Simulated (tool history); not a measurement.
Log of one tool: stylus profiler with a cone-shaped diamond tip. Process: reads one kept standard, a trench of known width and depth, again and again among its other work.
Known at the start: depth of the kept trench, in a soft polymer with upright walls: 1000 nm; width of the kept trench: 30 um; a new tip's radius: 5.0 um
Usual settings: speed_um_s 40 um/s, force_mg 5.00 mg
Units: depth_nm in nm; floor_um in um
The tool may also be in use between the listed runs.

run	hour	speed_um_s	force_mg	depth_nm	floor_um
1	0.0	40	5.00	1016.44	21.74
2	34.0	40	5.00	1016.85	21.69
3	50.6	40	5.00	1017.01	21.72
4	83.5	40	5.00	1017.17	21.73
5	111.4	56	5.00	1016.85	21.57
6	137.9	56	5.00	1017.00	21.52
7	158.8	56	5.00	1016.86	21.51
8	194.1	40	5.00	1017.24	21.56
9	211.7	40	5.00	1017.17	21.47
10	239.3	40	5.00	1017.38	21.47
11	267.2	40	5.00	1017.04	21.45
12	297.2	22	5.00	1017.59	21.46
13	314.8	22	5.00	1017.07	21.44
14	334.7	22	5.00	1017.05	21.51
15	371.4	40	5.00	1017.30	21.30
16	389.8	40	5.61	1018.35	21.35
17	421.0	40	5.61	1018.79	21.26
18	437.8	40	5.00	1017.44	21.21
19	470.8	40	5.00	1018.01	21.21
20	490.7	40	5.00	1017.43	21.14
21	520.2	33	4.38	1015.93	21.20
22	557.4	118	8.40	1024.27	21.01
23	584.7	16	5.00	1018.06	21.19
24	612.9	16	5.00	1017.96	21.15
25	640.9	16	5.00	1017.68	21.10
26	665.4	36	9.30	1025.57	21.07
27	686.7	36	9.30	1025.50	21.02
28	713.8	36	9.30	1025.29	21.01
29	748.3	23	13.04	1031.60	21.00
30	763.7	23	13.04	1031.36	20.97
31	793.6	23	13.04	1031.33	20.94
32	814.5	23	13.04	1031.48	20.93
33	838.4	23	6.72	1021.53	20.91
34	861.7	90	6.01	1020.29	20.73
35	891.3	46	3.68	1015.06	20.78
36	919.8	12	8.37	1024.36	20.88
37	946.0	17	8.98	1025.27	20.79
38	973.5	26	8.17	1023.77	20.70
39	1006.6	120	7.51	1023.32	20.45
40	1037.4	43	14.92	1034.99	20.71

Some steps in depth_nm between neighbouring runs. How much of each would the tool show without its hidden state too (settings, what came in, random variation), and how much is left for the hidden state, with any gauge scatter that isn't in both results?
The hidden state here: radius of the tip, um; height scale over the true one, %; drift of the gauge itself on depth_nm, %; drift of the gauge itself on floor_um, %.
Run 21 -> 22: speed_um_s 33 -> 118, force_mg 4.38 -> 8.40. depth_nm +8.34 nm: hidden state +0.06, all else +8.28.
Run 28 -> 29: speed_um_s 36 -> 23, force_mg 9.30 -> 13.04. depth_nm +6.31 nm: hidden state +0.06, all else +6.25.
Run 32 -> 33: force_mg 13.04 -> 6.72. depth_nm -9.95 nm: hidden state +0.00, all else -9.95.
Run 35 -> 36: speed_um_s 46 -> 12, force_mg 3.68 -> 8.37. depth_nm +9.30 nm: hidden state +0.06, all else +9.24.
Run 39 -> 40: speed_um_s 120 -> 43, force_mg 7.51 -> 14.92. depth_nm +11.67 nm: hidden state +0.08, all else +11.59.
